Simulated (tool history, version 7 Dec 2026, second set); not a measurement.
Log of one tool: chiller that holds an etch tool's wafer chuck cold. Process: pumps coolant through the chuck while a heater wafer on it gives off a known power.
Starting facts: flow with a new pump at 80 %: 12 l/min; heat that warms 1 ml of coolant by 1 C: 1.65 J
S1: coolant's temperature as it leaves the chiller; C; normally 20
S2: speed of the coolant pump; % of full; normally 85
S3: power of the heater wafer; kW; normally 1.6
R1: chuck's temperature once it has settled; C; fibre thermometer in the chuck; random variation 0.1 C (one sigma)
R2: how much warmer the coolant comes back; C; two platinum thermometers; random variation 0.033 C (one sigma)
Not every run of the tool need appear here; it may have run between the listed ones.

run,day,S1,S2,S3,R1,R2
1,0,20,85,1.6,36.3,5.28
2,5.542,20,85,1.6,36.5,5.31
3,9.658,20,85,1.6,36.6,5.34
4,15.154,20,85,1.6,37,5.34
5,19.633,20,85,1.6,36.8,5.41
# day 21.7: coolant pump overhauled
6,28.058,20,85,1.6,38.9,6
7,35.346,20,85,1.6,39.1,6.03
8,40.212,20,85,1.6,39.3,6.05
9,45.496,16,85,1.6,35.4,6.07
# day 46.746: coolant pump overhauled, once more
10,49.692,16,85,1.6,31.1,4.63
11,56.433,16,85,1.6,31.2,4.67
12,64.633,29,85,1.6,44.5,4.7
13,73.558,29,85,1.6,44.6,4.74

For run 14, what comes out?
14,79.829,29,85,1.6,?,?

{"run 14": {"R1": 44.8, "R2": 4.72}}
Minus the tool's unlogged condition, the same run would have read R1 43.2 C, R2 4.59 C.

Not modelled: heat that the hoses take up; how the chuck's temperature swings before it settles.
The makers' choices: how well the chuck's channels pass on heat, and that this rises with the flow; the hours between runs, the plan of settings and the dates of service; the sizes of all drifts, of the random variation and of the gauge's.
